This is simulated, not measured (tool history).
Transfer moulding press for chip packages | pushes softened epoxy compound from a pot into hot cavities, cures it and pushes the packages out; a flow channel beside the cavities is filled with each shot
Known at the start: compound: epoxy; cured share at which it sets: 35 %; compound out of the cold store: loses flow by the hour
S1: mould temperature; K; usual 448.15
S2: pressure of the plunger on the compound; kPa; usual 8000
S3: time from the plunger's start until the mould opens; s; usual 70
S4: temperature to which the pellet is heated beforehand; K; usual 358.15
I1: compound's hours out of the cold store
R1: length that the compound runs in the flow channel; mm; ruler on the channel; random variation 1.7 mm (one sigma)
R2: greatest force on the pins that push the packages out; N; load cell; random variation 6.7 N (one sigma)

| run | hour | S1 | S2 | S3 | S4 | I1 | R1 | R2 |
|---|---|---|---|---|---|---|---|---|
| 1 | 0.0 | 448.15 | 8000 | 70 | 358.15 | 31.5 | 611 | 290 |
|  | 43.2 | cavities cleaned with cleaning compound and waxed |
| 2 | 58.6 | 448.15 | 8000 | 70 | 358.15 | 32.7 | 603 | 312 |
|  | 94.3 | cavities cleaned with cleaning compound and waxed |
| 3 | 120.9 | 448.15 | 8000 | 70 | 358.15 | 28.7 | 598 | 346 |
|  | 127.6 | plunger's sealing rings changed |
|  | 148.3 | cavities cleaned with cleaning compound and waxed |
| 4 | 165.5 | 448.15 | 8000 | 85 | 358.15 | 22.4 | 632 | 229 |
|  | 199.3 | cavities cleaned with cleaning compound and waxed |
| 5 | 199.3 | 448.15 | 8740 | 70 | 358.15 | 25.7 | 649 | 243 |
|  | 250.7 | cavities cleaned with cleaning compound and waxed |
| 6 | 250.7 | 448.15 | 6300 | 70 | 358.15 | 43.9 | 508 | 234 |
|  | 305.0 | plunger's sealing rings changed |
|  | 306.5 | cavities cleaned with cleaning compound and waxed |
| 7 | 318.6 | 448.15 | 6300 | 70 | 358.15 | 9.6 | 596 | 307 |
| 8 | 353.8 | 448.15 | 6300 | 70 | 358.15 | 38.8 | 528 | 365 |
|  | 361.3 | cavities cleaned with cleaning compound and waxed |
| 9 | 396.5 | 448.15 | 6300 | 70 | 358.15 | 33.7 | 530 | 341 |
|  | 414.2 | cavities cleaned with cleaning compound and waxed |
|  | 470.9 | cavities cleaned with cleaning compound and waxed |
| 10 | 475.5 | 448.15 | 6300 | 70 | 358.15 | 24.7 | 538 | 273 |
|  | 485.1 | plunger's sealing rings changed |
|  | 524.1 | mould's thermocouples calibrated |
|  | 530.8 | cavities cleaned with cleaning compound and waxed |
| 11 | 540.4 | 448.15 | 6300 | 70 | 358.15 | 17.4 | 572 | 310 |
|  | 582.3 | cavities cleaned with cleaning compound and waxed |
| 12 | 610.0 | 448.15 | 6300 | 70 | 358.15 | 43.3 | 509 | 343 |
|  | 635.7 | cavities cleaned with cleaning compound and waxed |
|  | 668.4 | plunger's sealing rings changed |
| 13 | 679.8 | 448.15 | 6300 | 70 | 358.15 | 13.4 | 588 | 384 |
|  | 692.9 | cavities cleaned with cleaning compound and waxed |
|  | 749.2 | cavities cleaned with cleaning compound and waxed |
| 14 | 757.2 | 444.15 | 7310 | 86 | 350.15 | 42.8 | 562 | 223 |
|  | 802.9 | cavities cleaned with cleaning compound and waxed |
| 15 | 831.4 | 448.15 | 8000 | 70 | 349.15 | 8.1 | 649 | 372 |
|  | 847.2 | plunger's sealing rings changed |
|  | 861.4 | cavities cleaned with cleaning compound and waxed |
| 16 | 882.1 | 449.15 | 8000 | 70 | 358.15 | 34.2 | 602 | 298 |
|  | 913.3 | cavities cleaned with cleaning compound and waxed |
| 17 | 929.0 | 449.15 | 8000 | 70 | 358.15 | 27.4 | 613 | 298 |
| 18 | 962.3 | 448.15 | 8000 | 65 | 352.15 | 36.0 | 586 | 442 |
|  | 968.3 | cavities cleaned with cleaning compound and waxed |
|  | 1021.1 | cavities cleaned with cleaning compound and waxed |
|  | 1030.1 | plunger's sealing rings changed |
| 19 | 1039.1 | 453.15 | 8800 | 50 | 367.15 | 9.7 | 694 | 555 |
|  | 1074.7 | cavities cleaned with cleaning compound and waxed |
| 20 | 1085.0 | 453.15 | 8800 | 50 | 367.15 | 26.9 | 639 | 482 |
|  | 1128.1 | cavities cleaned with cleaning compound and waxed |
| 21 | 1160.0 | 453.15 | 8800 | 50 | 367.15 | 36.2 | 606 | 517 |
|  | 1183.8 | cavities cleaned with cleaning compound and waxed |
|  | 1207.9 | plunger's sealing rings changed |
| 22 | 1231.3 | 448.15 | 7550 | 62 | 361.15 | 21.7 | 620 | 499 |
|  | 1240.0 | cavities cleaned with cleaning compound and waxed |
|  | 1291.3 | cavities cleaned with cleaning compound and waxed |
| 23 | 1291.3 | 446.15 | 6210 | 70 | 358.15 | 27.5 | 545 | 279 |
| 24 | 1337.1 | 450.15 | 8280 | 81 | 355.15 | 47.9 | 569 | 255 |
|  | 1342.6 | cavities cleaned with cleaning compound and waxed |
|  | 1387.5 | plunger's sealing rings changed |
|  | 1395.9 | cavities cleaned with cleaning compound and waxed |
| 25 | 1399.3 | 450.15 | 8280 | 81 | 355.15 | 15.2 | 663 | 189 |

3 ways to go on from here, each from the tool as it stands after run 25. What would each give?
|  | 1433.4 | mould's thermocouples calibrated |
| A | 1442.9 | 448.15 | 7590 | 76 | 352.15 | 47.1 | ? | ? |
|  | 1433.4 | mould's thermocouples calibrated |
| B | 1442.9 | 450.15 | 9700 | 81 | 355.15 | 44.6 | ? | ? |
|  | 1433.4 | mould's thermocouples calibrated |
| C | 1442.9 | 450.15 | 6540 | 83 | 360.15 | 28.8 | ? | ? |

| run | R1 | R2 |
|---|---|---|
| A | 558 | 317 |
| B | 634 | 276 |
| C | 552 | 252 |
Without the tool's hidden state the same runs would have given:
| run | R1 | R2 |
|---|---|---|
| A | 566 | 214 |
| B | 643 | 187 |
| C | 560 | 166 |

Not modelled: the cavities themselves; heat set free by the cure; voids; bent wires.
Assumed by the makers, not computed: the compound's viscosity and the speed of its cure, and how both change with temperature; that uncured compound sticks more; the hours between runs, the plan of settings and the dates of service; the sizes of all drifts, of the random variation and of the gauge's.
